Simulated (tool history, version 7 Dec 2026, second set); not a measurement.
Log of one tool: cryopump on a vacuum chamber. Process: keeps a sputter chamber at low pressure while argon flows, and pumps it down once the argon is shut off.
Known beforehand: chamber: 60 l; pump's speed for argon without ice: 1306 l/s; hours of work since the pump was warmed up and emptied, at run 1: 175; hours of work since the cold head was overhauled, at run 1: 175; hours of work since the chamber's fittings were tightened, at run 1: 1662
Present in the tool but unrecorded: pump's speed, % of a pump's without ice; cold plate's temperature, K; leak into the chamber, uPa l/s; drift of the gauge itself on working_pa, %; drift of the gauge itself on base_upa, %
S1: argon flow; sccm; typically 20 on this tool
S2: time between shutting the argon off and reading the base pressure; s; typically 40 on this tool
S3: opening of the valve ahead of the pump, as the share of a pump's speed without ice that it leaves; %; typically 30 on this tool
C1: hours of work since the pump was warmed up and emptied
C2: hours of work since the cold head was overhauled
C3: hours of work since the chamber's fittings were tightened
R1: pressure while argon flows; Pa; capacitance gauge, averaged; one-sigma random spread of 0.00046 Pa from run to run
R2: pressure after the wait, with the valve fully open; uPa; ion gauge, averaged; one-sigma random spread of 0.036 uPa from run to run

run 1 day=0 | S1=20 S2=40 S3=30 | C1=175 C2=175 C3=1662 | R1=0.0869 R2=3.54
run 2 day=1.842 | S1=20 S2=40 S3=30 | C1=208 C2=208 C3=1696 | R1=0.0875 R2=3.52
run 3 day=3.638 | S1=20 S2=40 S3=30 | C1=241 C2=241 C3=1728 | R1=0.0872 R2=3.5
run 4 day=5.921 | S1=20 S2=40 S3=30 | C1=282 C2=282 C3=1770 | R1=0.0879 R2=3.63
run 5 day=6.975 | S1=20 S2=40 S3=19 | C1=301 C2=301 C3=1789 | R1=0.1375 R2=3.66
run 6 day=8.262 | S1=20 S2=40 S3=19 | C1=324 C2=324 C3=1812 | R1=0.1382 R2=3.83
run 7 day=10.079 | S1=20 S2=40 S3=30 | C1=357 C2=357 C3=1845 | R1=0.0871 R2=3.8
run 8 day=11.742 | S1=20 S2=40 S3=30 | C1=388 C2=388 C3=1875 | R1=0.0882 R2=3.9
run 9 day=13.358 | S1=9 S2=70 S3=27 | C1=417 C2=417 C3=1905 | R1=0.0443 R2=3.17
run 10 day=14.542 | S1=20 S2=26 S3=19 | C1=438 C2=438 C3=1926 | R1=0.1371 R2=4.66
run 11 day=16.621 | S1=9 S2=44 S3=19 | C1=476 C2=476 C3=1964 | R1=0.0617 R2=3.81
run 12 day=18.596 | S1=9 S2=44 S3=19 | C1=512 C2=512 C3=2000 | R1=0.0622 R2=3.91
run 13 day=19.758 | S1=39 S2=23 S3=36 | C1=533 C2=533 C3=2021 | R1=0.1456 R2=5.27
run 14 day=21.542 | S1=39 S2=23 S3=36 | C1=565 C2=565 C3=2053 | R1=0.1456 R2=5.5
run 15 day=23.925 | S1=39 S2=23 S3=36 | C1=608 C2=608 C3=2096 | R1=0.146 R2=5.37

What if the next run were any one of these 3? Each begins from the tool's condition after run 15:
run A day=25.842 | S1=20 S2=24 S3=30 | C1=643 C2=643 C3=2131 | R1=? R2=?
run B day=25.842 | S1=20 S2=40 S3=28 | C1=643 C2=643 C3=2131 | R1=? R2=?
run C day=25.842 | S1=39 S2=81 S3=36 | C1=643 C2=643 C3=2131 | R1=? R2=?

run=A R1=0.0898 R2=5.38
run=B R1=0.0953 R2=4.21
run=C R1=0.1467 R2=3.26
With no hidden state in the tool, these same runs would have given:
run=A R1=0.0867 R2=3.18
run=B R1=0.0922 R2=1.99
run=C R1=0.1407 R2=1.08
